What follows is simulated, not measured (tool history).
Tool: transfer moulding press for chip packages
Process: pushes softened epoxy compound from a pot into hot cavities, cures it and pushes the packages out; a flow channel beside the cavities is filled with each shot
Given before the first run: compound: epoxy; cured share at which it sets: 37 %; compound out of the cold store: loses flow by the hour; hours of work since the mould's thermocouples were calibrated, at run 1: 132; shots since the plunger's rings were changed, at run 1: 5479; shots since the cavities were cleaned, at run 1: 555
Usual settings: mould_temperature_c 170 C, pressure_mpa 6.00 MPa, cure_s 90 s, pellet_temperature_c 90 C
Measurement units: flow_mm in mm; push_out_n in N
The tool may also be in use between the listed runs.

run	day	mould_temperature_c	pressure_mpa	cure_s	pellet_temperature_c	hours of work since the mould's thermocouples were calibrated	shots since the plunger's rings were changed	shots since the cavities were cleaned	incoming compound's hours out of the cold store	flow_mm	push_out_n
1	0.000	170	6.00	90	90	132	5479	555	18.6	745	404
# day 0.738: plunger's sealing rings changed
# day 0.800: cavities cleaned with cleaning compound and waxed
2	1.125	170	6.00	90	80	150	114	114	26.1	763	509
3	1.792	170	6.00	90	90	163	347	347	47.4	671	478
4	2.467	170	6.00	90	90	176	583	583	12.3	800	543
# day 3.029: cavities cleaned with cleaning compound and waxed
5	3.242	170	6.00	90	90	189	830	74	25.8	751	280
6	3.712	170	6.00	90	90	198	995	239	17.6	782	349
# day 3.846: cavities cleaned with cleaning compound and waxed, once more
7	4.821	170	6.00	90	90	218	1360	339	35.5	707	352
8	5.846	170	6.00	90	90	237	1718	697	24.6	750	432
# day 6.146: cavities cleaned with cleaning compound and waxed
9	6.367	170	6.00	90	90	246	1878	76	13.2	791	279
10	7.346	170	6.00	90	90	264	2220	418	42.9	678	364
11	7.900	170	6.00	90	90	275	2414	612	39.8	695	423
# day 8.408: cavities cleaned with cleaning compound and waxed
12	8.462	176	5.93	122	96	284	2587	18	33.2	676	175
13	9.271	170	6.00	74	87	300	2871	302	22.9	753	597
14	10.246	163	6.00	100	84	318	3210	641	21.6	783	605
# day 10.642: cavities cleaned with cleaning compound and waxed
15	10.792	169	7.49	90	94	327	3379	52	20.9	837	280
16	11.521	178	7.49	90	94	341	3634	307	26.6	779	247
17	12.358	170	6.00	105	90	357	3926	599	21.0	750	332
# day 12.875: cavities cleaned with cleaning compound and waxed
18	13.092	173	4.55	76	90	369	4160	75	31.3	596	314
19	13.825	177	6.81	90	90	383	4416	331	43.0	677	251
20	14.329	170	5.74	90	90	393	4593	508	22.5	716	413
# day 15.146: cavities cleaned with cleaning compound and waxed
21	15.408	170	7.25	90	88	412	4947	91	41.7	736	260
22	16.221	173	6.00	90	90	427	5231	375	32.0	689	302

What if the next run were any one of these 3? Each begins from the tool's condition after run 22:
A	17.021	162	6.00	86	88	443	5510	654	41.4	?	?
B	17.021	163	5.16	90	90	443	5510	654	47.5	?	?
C	17.021	172	6.00	109	90	443	5510	654	19.7	?	?

run	flow_mm	push_out_n
A	692	808
B	612	668
C	733	312
Take away the tool's hidden state, keep each run's random variation, and the runs would have read:
run	flow_mm	push_out_n
A	736	472
B	650	394
C	779	178
